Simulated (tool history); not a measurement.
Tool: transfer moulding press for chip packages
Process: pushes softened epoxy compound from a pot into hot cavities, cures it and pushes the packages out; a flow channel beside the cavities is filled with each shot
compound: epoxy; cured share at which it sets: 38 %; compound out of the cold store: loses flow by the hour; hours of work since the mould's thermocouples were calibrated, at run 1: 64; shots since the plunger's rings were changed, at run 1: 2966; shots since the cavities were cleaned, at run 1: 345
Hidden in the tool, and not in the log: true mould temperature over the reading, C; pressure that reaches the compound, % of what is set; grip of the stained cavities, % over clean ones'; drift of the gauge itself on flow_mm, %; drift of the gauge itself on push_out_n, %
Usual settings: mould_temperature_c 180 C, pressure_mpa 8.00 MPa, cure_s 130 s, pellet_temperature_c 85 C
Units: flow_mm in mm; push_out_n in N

run     day  mould_temperature_c  pressure_mpa  cure_s  pellet_temperature_c  hours of work since the mould's thermocouples were calibrated  shots since the plunger's rings were changed  shots since the cavities were cleaned  incoming compound's hours out of the cold store  flow_mm  push_out_n
  1   0.000                  180          8.00     130                    85                                                             64                                          2966                                    345                                             32.7      694         569
  2   0.658                  180          8.00     130                    85                                                             76                                          3128                                    507                                             43.9      674         573
      0.850  -- cavities cleaned with cleaning compound and waxed
  3   1.425                  180          8.00     130                    85                                                             88                                          3303                                    142                                             11.9      746         599
  4   1.996                  180          8.00     130                    85                                                             98                                          3444                                    283                                             17.7      733         584
  5   2.483                  180          8.00     130                    85                                                            107                                          3564                                    403                                             29.4      702         591
      3.088  -- cavities cleaned with cleaning compound and waxed
  6   3.088                  180          8.00     130                    85                                                            116                                          3699                                      0                                             13.2      741         605
  7   3.883                  180          8.00     130                    85                                                            130                                          3895                                    196                                             43.5      674         563
  8   4.250                  180          8.00     130                    92                                                            137                                          3986                                    287                                             41.5      676         565
  9   4.625                  180          8.00     114                    85                                                            143                                          4078                                    379                                             47.2      661         734
 10   5.062                  178          8.00     130                    85                                                            151                                          4186                                    487                                             46.5      667         620
      5.375  -- cavities cleaned with cleaning compound and waxed
 11   5.604                  178          8.00     130                    85                                                            159                                          4304                                     56                                             13.2      748         694
 12   5.962                  178          8.00     130                    85                                                            166                                          4393                                    145                                             36.2      692         645
 13   6.604                  180          9.04     130                    85                                                            177                                          4552                                    304                                             46.5      705         580
 14   7.238                  177          8.00     130                    85                                                            188                                          4708                                    460                                             40.5      683         678
      7.629  -- cavities cleaned with cleaning compound and waxed
 15   7.829                  177          8.00     130                    85                                                            197                                          4839                                     50                                             27.0      716         669
 16   8.388                  177          8.00     130                    85                                                            207                                          4977                                    188                                              8.6      758         739
 17   8.800                  177          8.00     130                    85                                                            214                                          5079                                    290                                             40.1      687         675
 18   9.254                  181          8.00     113                    85                                                            222                                          5191                                    402                                             42.0      671         694
      9.912  -- cavities cleaned with cleaning compound and waxed
 19  10.062                  181          8.00     139                    85                                                            236                                          5375                                     37                                             30.7      699         493
 20  10.446                  181          8.00     139                    85                                                            242                                          5470                                    132                                             20.9      722         497
 21  10.892                  181          8.00     152                    85                                                            250                                          5580                                    242                                             14.3      737         478
 22  11.658                  178          8.00     165                    85                                                            264                                          5769                                    431                                             47.0      666         478
     12.208  -- cavities cleaned with cleaning compound and waxed
 23  12.354                  180          8.00     130                    91                                                            275                                          5925                                     35                                             32.6      693         563
 24  12.712                  180          7.31     130                    88                                                            281                                          6014                                    124                                             10.8      711         605
 25  13.308                  180          7.31     130                    88                                                            292                                          6161                                    271                                             34.9      659         605
 26  14.100                  180          7.09     130                    88                                                            305                                          6357                                    467                                             28.1      666         582
     14.458  -- cavities cleaned with cleaning compound and waxed
 27  14.954                  187          9.20     142                    88                                                            319                                          6552                                    122                                              8.7      794         450
     15.633  -- plunger's sealing rings changed
 28  15.700                  180          6.29     130                    85                                                            331                                            16                                    281                                             43.4      595         558

Forecast each of these 3 alternatives for the next run:
  A  16.138                  180          8.00     130                    84                                                            338                                           124                                    389                                             40.1        ?           ?
  B  16.138                  173          8.00     130                    85                                                            338                                           124                                    389                                             41.8        ?           ?
  C  16.138                  180          6.29     130                    85                                                            338                                           124                                    389                                             11.1        ?           ?

run  flow_mm  push_out_n
  A      681         567
  B      691         859
  C      662         608
Without the tool's hidden state the same runs would have given:
run  flow_mm  push_out_n
  A      681         563
  B      691         854
  C      662         604
